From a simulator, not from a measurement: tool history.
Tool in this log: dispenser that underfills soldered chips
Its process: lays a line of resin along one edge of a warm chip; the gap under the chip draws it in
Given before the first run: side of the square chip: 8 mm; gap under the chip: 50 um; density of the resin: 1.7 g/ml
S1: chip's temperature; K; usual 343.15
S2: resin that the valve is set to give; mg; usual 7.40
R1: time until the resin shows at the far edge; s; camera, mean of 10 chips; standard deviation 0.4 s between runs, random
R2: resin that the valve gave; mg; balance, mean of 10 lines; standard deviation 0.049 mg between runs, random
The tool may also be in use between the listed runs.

run	hour	S1	S2	R1	R2
1	0.0	343.15	7.40	42.9	7.24
2	3.0	343.15	7.40	51.3	7.22
# hour 4.3: new syringe of resin
3	6.4	343.15	7.40	31.3	7.11
4	9.5	343.15	7.40	38.2	7.14
5	11.5	343.15	7.40	43.2	7.14
# hour 15.3: new syringe of resin
6	15.4	343.15	7.40	26.2	7.12
7	17.9	343.15	7.31	31.1	7.02
8	21.5	343.15	7.31	39.2	7.09
9	23.9	343.15	7.31	45.2	7.03
# hour 26.3: new syringe of resin
10	27.5	337.15	7.31	40.1	7.01
11	31.1	331.15	7.40	69.4	7.06
12	35.5	352.15	7.99	29.7	7.63
# hour 37.4: new syringe of resin
13	37.8	344.15	6.51	28.2	6.08
14	41.7	353.15	7.14	22.1	6.71
15	45.1	337.15	8.57	59.7	8.06
# hour 48.3: new syringe of resin
16	48.3	337.15	8.57	36.5	8.13
17	52.0	339.15	9.36	40.4	8.87
18	55.0	343.15	7.83	41.7	7.31
19	58.9	343.15	7.83	52.2	7.35
# hour 59.4: new syringe of resin
20	63.7	343.15	7.83	36.0	7.36

Consider 5 possible next runs. They are alternatives, not a sequence: every one starts from the tool as it was left by run 20. What does each give?
A	65.9	343.15	8.50	?	?
B	65.9	334.15	9.39	?	?
C	65.9	330.15	9.03	?	?
D	65.9	343.15	6.33	?	?
E	65.9	352.15	7.40	?	?

run	R1	R2
A	40.8	7.94
B	65.3	8.79
C	80.5	8.40
D	45.5	5.91
E	27.0	6.96
Without the tool's unlogged condition, the same runs would have read:
run	R1	R2
A	25.5	8.49
B	40.9	9.40
C	50.2	8.97
D	27.7	6.32
E	16.7	7.44
